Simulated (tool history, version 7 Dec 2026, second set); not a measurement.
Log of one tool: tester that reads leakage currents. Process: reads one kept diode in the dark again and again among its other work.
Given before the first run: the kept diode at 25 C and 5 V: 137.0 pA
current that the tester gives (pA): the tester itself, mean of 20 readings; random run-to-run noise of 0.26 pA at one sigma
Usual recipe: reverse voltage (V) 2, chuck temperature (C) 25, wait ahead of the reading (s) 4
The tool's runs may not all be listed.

run,hour,reverse voltage (V),chuck temperature (C),wait ahead of the reading (s),current that the tester gives (pA)
1,0,2,25,4,84.58
2,35.5,2,25,4,84.75
3,55.8,2,25,2.69,84.26
4,72.4,2,24,2.69,78.31
5,102.5,2,25,4,84.55
6,138.4,2,25,4,84.68
7,160.4,2,25,4,84.89
8,192.4,8.21,25,4,178.15
9,210.6,2.74,25,4,99.93
10,227.2,10.89,25,4,206.5
11,246.3,2,25,4,84.59
12,273.6,2,25,4,84.82
13,306.4,2,25,4,85.04
14,345.7,2,25,4,85.24
15,372.7,2,25,4,84.57
16,403.8,2,25,4,85.18
17,426.5,2,25,4,84.9
18,451.6,2,25,4,85.17
19,468.7,2,42,4,301.92
20,507.6,2,25,1.18,84.76
21,533.9,3.75,25,4,118.44
22,569.4,2,25,1.05,85.08
23,603.4,5.28,46,6.29,661.23
24,639.7,10.43,25,0.84,204.27
25,664.9,2.68,25,0.84,99.44
26,684,4.28,25,0.52,128.58
27,700.6,4.28,25,0.52,126.95
28,727.2,4.28,55,6.29,1089.91
29,765.9,1.88,21,0.32,60.34
30,784.6,1.88,21,0.32,60.77
31,807.3,1.88,21,0.32,60.53
32,837.3,3.71,38,0.32,314.42
33,855.7,3.71,38,0.32,315.02
# hour 875.8: chuck's temperature calibrated
34,896.6,3.71,38,0.32,314.82
35,929.9,2.94,51,2.52,683.95
36,970.5,2.94,51,2.52,687.69
37,996.8,2,32,4,145.69
38,1037.4,2,32,4,145.84
39,1071.8,9.61,36,4,445.35
40,1103.9,9.61,36,4,443.63
41,1141.1,10.77,42,1.34,731.55

The same runs without the tool's hidden state, with the same run-to-run variation:
Hidden state present: stray current of the dirty probe card, pA a volt; current scale over the true one, %; true chuck temperature over the reading, C; drift of the gauge itself on leakage_pa, %.
run,current that the tester gives (pA)
1,84.55
2,84.72
3,84.23
4,78.28
5,84.52
6,84.64
7,84.85
8,178.07
9,99.88
10,206.39
11,84.55
12,84.78
13,85
14,85.19
15,84.52
16,85.13
17,84.84
18,85.12
19,301.75
20,84.7
21,118.36
22,85.02
23,660.81
24,204.1
25,99.36
26,128.48
27,126.85
28,1089.2
29,60.28
30,60.72
31,60.48
32,314.17
33,314.76
34,314.8
35,683.91
36,687.64
37,145.68
38,145.82
39,445.26
40,443.53
41,731.39

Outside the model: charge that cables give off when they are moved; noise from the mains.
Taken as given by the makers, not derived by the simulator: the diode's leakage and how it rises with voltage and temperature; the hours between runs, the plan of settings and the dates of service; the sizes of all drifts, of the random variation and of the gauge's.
